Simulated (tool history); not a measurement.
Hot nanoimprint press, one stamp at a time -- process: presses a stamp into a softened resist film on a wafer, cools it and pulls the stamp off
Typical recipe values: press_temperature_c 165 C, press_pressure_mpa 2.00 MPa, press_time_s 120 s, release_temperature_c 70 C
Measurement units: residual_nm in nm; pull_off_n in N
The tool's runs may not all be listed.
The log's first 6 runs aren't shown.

| run | hour | press_temperature_c | press_pressure_mpa | press_time_s | release_temperature_c | residual_nm | pull_off_n |
|---|---|---|---|---|---|---|---|
| 7 | 121.0 | 165 | 3.12 | 156 | 70 | 89.0 | 209 |
| 8 | 142.3 | 165 | 2.00 | 120 | 70 | 125.7 | 217 |
| 9 | 157.5 | 170 | 2.00 | 120 | 70 | 99.3 | 215 |
| 10 | 179.9 | 170 | 2.00 | 120 | 70 | 100.9 | 215 |
| 11 | 201.6 | 170 | 1.60 | 120 | 70 | 114.0 | 209 |
| 12 | 221.4 | 164 | 2.00 | 120 | 70 | 131.7 | 220 |
| 13 | 250.4 | 165 | 3.15 | 120 | 70 | 96.5 | 214 |
| 14 | 267.2 | 165 | 3.15 | 120 | 70 | 97.0 | 220 |
| 15 | 288.0 | 165 | 3.15 | 120 | 70 | 96.0 | 220 |
| 16 | 312.5 | 165 | 3.15 | 120 | 70 | 96.8 | 231 |
| 17 | 325.8 | 165 | 3.15 | 120 | 70 | 96.1 | 228 |
| 18 | 347.3 | 172 | 2.86 | 109 | 71 | 76.6 | 227 |
| 19 | 359.3 | 172 | 2.86 | 109 | 71 | 76.6 | 222 |
| 20 | 384.6 | 175 | 2.37 | 89 | 73 | 81.6 | 218 |
| 21 | 411.3 | 165 | 2.00 | 120 | 64 | 123.3 | 261 |
| 22 | 431.1 | 175 | 1.65 | 120 | 70 | 89.6 | 237 |
| 23 | 460.2 | 175 | 2.07 | 120 | 63 | 77.2 | 268 |
| 24 | 474.7 | 165 | 2.33 | 140 | 58 | 106.0 | 295 |
| 25 | 503.2 | 165 | 2.33 | 140 | 58 | 105.5 | 305 |
| 26 | 517.8 | 165 | 2.33 | 140 | 58 | 106.3 | 298 |
| 27 | 541.9 | 165 | 1.55 | 140 | 58 | 132.1 | 300 |
| 28 | 565.8 | 165 | 1.55 | 194 | 71 | 117.2 | 244 |
| 29 | 591.8 | 158 | 2.00 | 167 | 70 | 148.4 | 255 |
|  | 604.2 | plate thermocouple calibrated |
|  | 616.9 | stamp cleaned and given a new release coat |
| 30 | 616.9 | 158 | 2.00 | 167 | 70 | 160.5 | 196 |

Below are 4 alternative next runs, each starting from the tool's condition after run 30. Predict each:
| A | 630.6 | 158 | 2.24 | 167 | 70 | ? | ? |
| B | 630.6 | 158 | 2.51 | 167 | 57 | ? | ? |
| C | 630.6 | 158 | 1.81 | 167 | 70 | ? | ? |
| D | 630.6 | 156 | 2.00 | 120 | 76 | ? | ? |

| run | residual_nm | pull_off_n |
|---|---|---|
| A | 150.8 | 200 |
| B | 141.7 | 249 |
| C | 168.9 | 204 |
| D | 196.1 | 175 |
The same runs, with their run-to-run variation unchanged, on a tool lacking any hidden condition would have given:
| run | residual_nm | pull_off_n |
|---|---|---|
| A | 150.5 | 200 |
| B | 141.2 | 249 |
| C | 169.0 | 204 |
| D | 196.1 | 174 |
